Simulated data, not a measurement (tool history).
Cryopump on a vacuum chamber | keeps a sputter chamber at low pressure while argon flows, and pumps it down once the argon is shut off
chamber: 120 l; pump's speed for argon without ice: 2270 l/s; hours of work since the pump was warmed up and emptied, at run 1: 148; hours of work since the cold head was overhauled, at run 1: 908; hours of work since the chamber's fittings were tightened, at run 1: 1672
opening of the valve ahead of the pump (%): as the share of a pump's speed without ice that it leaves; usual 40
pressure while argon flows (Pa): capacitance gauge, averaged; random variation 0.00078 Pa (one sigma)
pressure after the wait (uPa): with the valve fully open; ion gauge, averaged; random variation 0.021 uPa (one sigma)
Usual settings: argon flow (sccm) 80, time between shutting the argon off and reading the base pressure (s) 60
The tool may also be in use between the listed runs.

run,hour,argon flow (sccm),time between shutting the argon off and reading the base pressure (s),opening of the valve ahead of the pump (%),hours of work since the pump was warmed up and emptied,hours of work since the cold head was overhauled,hours of work since the chamber's fittings were tightened,pressure while argon flows (Pa),pressure after the wait (uPa)
1,0,80,60,40,148,908,1672,0.154,1.2
2,43.8,80,60,40,174,934,1698,0.1564,1.29
3,110,80,60,40,213,973,1737,0.1575,1.29
4,147.7,80,60,40,235,996,1759,0.1583,1.28
5,183.2,80,253,40,256,1017,1780,0.1578,1.01
6,248.4,80,253,40,295,1055,1819,0.1622,1.1
7,308.8,80,253,40,331,1091,1854,0.163,1.06
8,347.7,80,253,40,354,1114,1877,0.1626,1.18
# hour 374.9: pump warmed up, emptied and cooled again
9,416.2,80,253,40,24,1152,1915,0.1513,0.99
10,471.5,80,253,40,57,1184,1948,0.1524,1.02
11,532,80,253,40,93,1220,1984,0.154,1.08
12,610.7,80,60,27,140,1267,2030,0.2274,1.36
13,646.9,80,60,27,161,1288,2052,0.2283,1.46
14,707.6,80,60,40,197,1324,2088,0.1572,1.41
15,764.6,80,60,40,231,1358,2121,0.1583,1.46
16,821.3,80,60,40,264,1392,2155,0.1604,1.49
17,870.9,80,60,40,294,1421,2184,0.1619,1.58
18,921.9,62,60,57,324,1451,2215,0.0918,1.61
19,977.9,62,60,57,357,1484,2248,0.0937,1.62
# hour 996: pump warmed up, emptied and cooled again
20,1043.6,44,31,43,28,1520,2284,0.078,1.77
21,1110.8,44,31,43,68,1560,2324,0.0774,1.88
22,1185.5,44,66,26,112,1604,2368,0.1291,1.44
23,1220.4,44,66,26,133,1625,2388,0.1294,1.53
24,1278.2,143,60,57,167,1659,2423,0.1997,1.57
25,1320.9,143,33,57,192,1685,2448,0.2018,1.91
26,1379.4,62,68,57,227,1719,2483,0.0872,1.54
27,1444,110,40,36,265,1757,2521,0.2431,1.86
28,1520.6,110,40,36,311,1803,2566,0.2453,1.88
29,1562,119,40,18,335,1827,2591,0.5095,1.92
30,1593.8,119,40,35,354,1846,2610,0.2733,1.9
# hour 1618.7: pump warmed up, emptied and cooled again
31,1670.8,48,88,36,31,1889,2652,0.1011,1.43
32,1746.8,48,88,36,76,1934,2697,0.1012,1.54
33,1803.7,138,212,17,110,1968,2731,0.6102,1.47

Forecast each of these 4 alternatives for the next run:
A,1875.2,33,205,53,152,2010,2773,?,?
B,1875.2,80,40,20,152,2010,2773,?,?
C,1875.2,46,33,40,152,2010,2773,?,?
D,1875.2,84,212,27,152,2010,2773,?,?

run,pressure while argon flows (Pa),pressure after the wait (uPa)
A,0.0482,1.46
B,0.3039,1.92
C,0.0891,2.08
D,0.2375,1.44
Without the tool's hidden state the same runs would have given:
run,pressure while argon flows (Pa),pressure after the wait (uPa)
A,0.0454,0.28
B,0.2973,0.71
C,0.0853,0.84
D,0.2305,0.26

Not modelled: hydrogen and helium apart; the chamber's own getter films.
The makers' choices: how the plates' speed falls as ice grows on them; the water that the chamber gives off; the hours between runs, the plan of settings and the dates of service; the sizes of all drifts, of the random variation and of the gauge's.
